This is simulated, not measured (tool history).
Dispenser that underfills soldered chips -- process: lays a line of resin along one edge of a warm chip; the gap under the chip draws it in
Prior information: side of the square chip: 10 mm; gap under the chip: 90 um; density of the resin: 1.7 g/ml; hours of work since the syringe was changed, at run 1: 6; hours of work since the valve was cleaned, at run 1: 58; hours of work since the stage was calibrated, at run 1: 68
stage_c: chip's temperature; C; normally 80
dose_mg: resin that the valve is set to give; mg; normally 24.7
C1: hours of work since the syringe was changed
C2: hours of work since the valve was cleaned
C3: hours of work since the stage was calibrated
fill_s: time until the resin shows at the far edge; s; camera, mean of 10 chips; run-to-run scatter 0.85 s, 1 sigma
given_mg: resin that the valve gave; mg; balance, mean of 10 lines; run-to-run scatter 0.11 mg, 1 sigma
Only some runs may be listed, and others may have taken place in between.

run 1 hour=0 | stage_c=80 dose_mg=24.7 | C1=6 C2=58 C3=68 | fill_s=116.3 given_mg=23.6
run 2 hour=5.2 | stage_c=80 dose_mg=24.7 | C1=9 C2=61 C3=71 | fill_s=147.8 given_mg=23.41
-- hour=7.5 new syringe of resin
run 3 hour=12.3 | stage_c=80 dose_mg=24.7 | C1=3 C2=65 C3=76 | fill_s=98.6 given_mg=23.65
run 4 hour=15.1 | stage_c=80 dose_mg=25.3 | C1=5 C2=67 C3=77 | fill_s=114.5 given_mg=23.98
run 5 hour=21 | stage_c=80 dose_mg=25.3 | C1=8 C2=70 C3=81 | fill_s=144.7 given_mg=24.11
-- hour=24 new syringe of resin
run 6 hour=26.4 | stage_c=80 dose_mg=29.6 | C1=1 C2=74 C3=84 | fill_s=89.7 given_mg=27.81
run 7 hour=31.6 | stage_c=80 dose_mg=29.6 | C1=5 C2=77 C3=87 | fill_s=111.1 given_mg=27.93
run 8 hour=37.6 | stage_c=80 dose_mg=29.6 | C1=8 C2=81 C3=91 | fill_s=144 given_mg=27.71
-- hour=40.6 new syringe of resin
run 9 hour=41.8 | stage_c=80 dose_mg=29.6 | C1=1 C2=83 C3=93 | fill_s=85.8 given_mg=27.89
run 10 hour=45.7 | stage_c=80 dose_mg=24.7 | C1=3 C2=85 C3=96 | fill_s=99.6 given_mg=23.02
run 11 hour=48.8 | stage_c=80 dose_mg=26.9 | C1=5 C2=87 C3=98 | fill_s=114.8 given_mg=25.26
run 12 hour=55.2 | stage_c=80 dose_mg=26.9 | C1=9 C2=91 C3=102 | fill_s=151.9 given_mg=25.08
-- hour=57.2 new syringe of resin
run 13 hour=58.4 | stage_c=80 dose_mg=26.9 | C1=1 C2=93 C3=104 | fill_s=85.6 given_mg=24.88
run 14 hour=63.6 | stage_c=80 dose_mg=26.9 | C1=4 C2=96 C3=107 | fill_s=107.4 given_mg=24.9
-- hour=65.2 dispensing valve cleaned and set on the balance
run 15 hour=67.3 | stage_c=80 dose_mg=24.7 | C1=6 C2=1 C3=108 | fill_s=119.1 given_mg=24.71
run 16 hour=73.8 | stage_c=80 dose_mg=24.7 | C1=10 C2=5 C3=112 | fill_s=156 given_mg=24.68
-- hour=74.6 new syringe of resin
run 17 hour=77 | stage_c=80 dose_mg=24.7 | C1=1 C2=7 C3=114 | fill_s=88.2 given_mg=24.82
run 18 hour=81.1 | stage_c=80 dose_mg=24.7 | C1=4 C2=10 C3=117 | fill_s=106.2 given_mg=24.52
run 19 hour=83.9 | stage_c=77 dose_mg=26.7 | C1=6 C2=11 C3=119 | fill_s=129.8 given_mg=26.61
run 20 hour=88.6 | stage_c=88 dose_mg=23.9 | C1=9 C2=14 C3=121 | fill_s=115.8 given_mg=23.78
-- hour=91.4 new syringe of resin
run 21 hour=94.8 | stage_c=89 dose_mg=25.8 | C1=2 C2=18 C3=125 | fill_s=72.7 given_mg=25.58
run 22 hour=97.8 | stage_c=89 dose_mg=25.8 | C1=4 C2=20 C3=127 | fill_s=82.7 given_mg=25.67
run 23 hour=104.2 | stage_c=89 dose_mg=29.4 | C1=8 C2=24 C3=131 | fill_s=106.9 given_mg=29.05
-- hour=108.2 new syringe of resin
run 24 hour=111.3 | stage_c=78 dose_mg=31.9 | C1=2 C2=28 C3=135 | fill_s=95.8 given_mg=31.49
run 25 hour=115.7 | stage_c=75 dose_mg=27.1 | C1=5 C2=31 C3=138 | fill_s=128 given_mg=26.28
run 26 hour=119.3 | stage_c=92 dose_mg=22.3 | C1=7 C2=33 C3=140 | fill_s=94.1 given_mg=21.85
-- hour=124.8 new syringe of resin
run 27 hour=125.4 | stage_c=79 dose_mg=23.8 | C1=0 C2=37 C3=144 | fill_s=87.8 given_mg=23.32
run 28 hour=131 | stage_c=79 dose_mg=23.8 | C1=4 C2=40 C3=147 | fill_s=109.3 given_mg=23.06
run 29 hour=135.3 | stage_c=76 dose_mg=24.7 | C1=6 C2=43 C3=150 | fill_s=141.8 given_mg=23.87
run 30 hour=138.7 | stage_c=70 dose_mg=23 | C1=9 C2=45 C3=152 | fill_s=201 given_mg=22.25
-- hour=141.2 new syringe of resin
run 31 hour=145.4 | stage_c=86 dose_mg=24.9 | C1=3 C2=49 C3=156 | fill_s=82 given_mg=24.07
run 32 hour=148.4 | stage_c=93 dose_mg=24.9 | C1=4 C2=51 C3=158 | fill_s=75.8 given_mg=24.13
run 33 hour=152.5 | stage_c=93 dose_mg=24.9 | C1=7 C2=53 C3=160 | fill_s=90.1 given_mg=24.05
run 34 hour=156.5 | stage_c=82 dose_mg=24.7 | C1=9 C2=56 C3=163 | fill_s=148.3 given_mg=23.8
-- hour=157.8 new syringe of resin
run 35 hour=160.5 | stage_c=91 dose_mg=30.1 | C1=2 C2=58 C3=165 | fill_s=66.2 given_mg=28.8

How would selected steps in fill_s from run to run divide? Give the signed amount a tool lacking its hidden state would still show from settings, what came in and random variation, and the signed amount left for the hidden state, including any gauge scatter that is not in both of the compared results.
Unlogged tool condition in this case: resin's viscosity, % of fresh resin's; dose that the valve gives, % of what is set; true chip temperature over the reading, C; drift of the gauge itself on fill_s, %; drift of the gauge itself on given_mg, %.
Run 12 -> 13: new syringe of resin. fill_s -66.3 s: hidden state -65, all else -1.3.
Run 16 -> 17: new syringe of resin. fill_s -67.8 s: hidden state -68.1, all else +0.3.
Run 30 -> 31: stage_c 70 -> 86, dose_mg 23 -> 24.9, new syringe of resin. fill_s -119 s: hidden state -77.6, all else -41.4.
Run 34 -> 35: stage_c 82 -> 91, dose_mg 24.7 -> 30.1, new syringe of resin. fill_s -82.1 s: hidden state -63.7, all else -18.4.
